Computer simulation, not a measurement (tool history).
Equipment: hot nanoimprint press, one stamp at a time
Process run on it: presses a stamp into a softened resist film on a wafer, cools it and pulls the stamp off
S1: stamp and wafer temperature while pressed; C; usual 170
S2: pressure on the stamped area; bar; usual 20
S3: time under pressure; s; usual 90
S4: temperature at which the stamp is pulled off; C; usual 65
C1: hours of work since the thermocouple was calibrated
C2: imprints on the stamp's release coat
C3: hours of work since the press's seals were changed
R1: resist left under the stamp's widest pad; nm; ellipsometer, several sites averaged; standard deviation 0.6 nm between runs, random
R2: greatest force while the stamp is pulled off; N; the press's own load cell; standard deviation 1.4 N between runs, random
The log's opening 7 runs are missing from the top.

run,hour,S1,S2,S3,S4,C1,C2,C3,R1,R2
8,59.2,170,24.9,90,65,60,1299,40,124.1,127
9,71.8,170,24.9,90,65,67,1332,47,124.1,126
10,84.2,170,24.9,90,65,75,1364,55,124.8,124
# hour 92.1: stamp cleaned and given a new release coat
11,95.4,170,24.9,90,65,78,9,58,123.9,125
12,103.2,170,24.9,90,65,83,30,63,123.8,125
13,113.4,170,24.9,90,65,89,56,69,124.1,125
14,125.6,170,20,90,65,97,88,76,136.9,125
15,136.5,170,20,90,65,103,117,83,136.2,125
16,147.1,167,20,90,65,110,145,90,155.6,125
17,157.2,172,20,160,65,116,171,96,98.6,123
18,164.8,172,20,160,65,121,191,100,98.7,125
19,175.5,172,20,160,65,127,219,107,98.6,129
20,187.6,172,20,160,65,135,250,114,98.6,123
21,194.9,172,20,160,65,139,270,119,99,126
22,204,172,20,160,65,145,293,124,98.5,127
23,213.8,172,12.4,55,57,151,319,130,180.5,136
24,225,172,12.4,55,66,157,348,137,180.5,124
25,234.8,172,12.4,55,66,163,374,143,180.4,125
26,244,179,20,165,65,169,398,149,69.2,127
27,256.7,179,27.9,47,62,177,431,157,101.8,130
28,263.8,168,20,151,70,181,450,161,121.8,118
29,275.1,168,20,151,70,188,480,168,121.9,117
30,282.5,168,20,151,70,192,499,172,121.9,119

Predict each of these 4 candidate next runs independently; none follows another, all start after run 30:
A,290.4,181,20,90,65,197,519,177,?,?
B,290.4,164,20,109,69,197,519,177,?,?
C,290.4,175,20,57,64,197,519,177,?,?
D,290.4,179,20,139,70,197,519,177,?,?

run,R1,R2
A,82.5,125
B,166.8,118
C,130.7,124
D,74,118
What these runs would have given with no unlogged condition in the tool:
run,R1,R2
A,82.6,124
B,167,118
C,130.9,123
D,74.1,118
